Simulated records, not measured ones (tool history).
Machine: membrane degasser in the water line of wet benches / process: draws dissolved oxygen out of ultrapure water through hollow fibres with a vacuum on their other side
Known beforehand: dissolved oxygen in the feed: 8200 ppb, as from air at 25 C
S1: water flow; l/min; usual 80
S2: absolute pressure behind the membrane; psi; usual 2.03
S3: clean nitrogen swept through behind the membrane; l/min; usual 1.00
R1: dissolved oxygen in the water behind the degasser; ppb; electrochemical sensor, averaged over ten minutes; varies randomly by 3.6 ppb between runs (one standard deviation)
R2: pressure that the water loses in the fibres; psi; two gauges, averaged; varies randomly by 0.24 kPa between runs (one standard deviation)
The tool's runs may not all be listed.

run,hour,S1,S2,S3,R1,R2
1,0.0,80,2.03,1.00,1478.5,9.005
2,51.3,80,2.03,1.00,1492.9,9.031
3,88.2,80,2.03,1.00,1478.4,9.011
4,140.9,80,2.03,1.00,1479.7,9.013
5,187.2,80,2.03,1.00,1486.2,8.976
6,243.4,80,2.03,1.00,1483.5,9.000
7,283.2,80,2.03,1.00,1478.3,9.020
8,315.4,80,2.03,1.00,1482.7,8.989
9,372.1,80,2.03,1.00,1485.0,9.020
10,417.3,80,2.03,1.00,1479.0,9.023
11,462.1,80,2.03,1.00,1482.6,8.958
12,491.7,80,2.03,1.00,1484.6,9.031
13,539.2,80,2.03,1.00,1492.0,9.007
14,584.1,71,1.61,2.90,574.9,7.922
# hour 588.9: vacuum gauge calibrated
15,608.0,103,3.89,1.66,2392.4,11.622
16,653.3,93,2.34,1.66,1479.7,10.483
17,704.2,93,2.34,1.66,1476.3,10.528
18,741.5,65,1.52,1.74,669.9,7.371
# hour 772.6: vacuum gauge calibrated, once more
19,776.3,65,1.52,1.74,650.0,7.336
20,804.2,67,1.87,1.93,778.2,7.535
21,861.6,73,4.64,1.00,2790.9,8.192
22,917.9,73,4.64,1.00,2798.7,8.215
23,956.2,64,1.42,2.91,434.7,7.214
24,984.4,83,1.42,2.59,662.2,9.387
25,1016.9,83,1.42,2.59,662.5,9.410

Forecast each of these 4 alternatives for the next run:
A,1055.6,73,1.42,0.41,?,?
B,1055.6,63,1.83,0.69,?,?
C,1055.6,105,2.03,1.00,?,?
D,1055.6,55,3.61,2.12,?,?

run,R1,R2
A,1419.6,8.235
B,1321.8,7.140
C,1827.1,11.905
D,1146.3,6.222
Without the tool's unlogged condition, the same runs would have read:
run,R1,R2
A,1422.8,8.184
B,1321.5,7.098
C,1822.6,11.834
D,1139.3,6.184
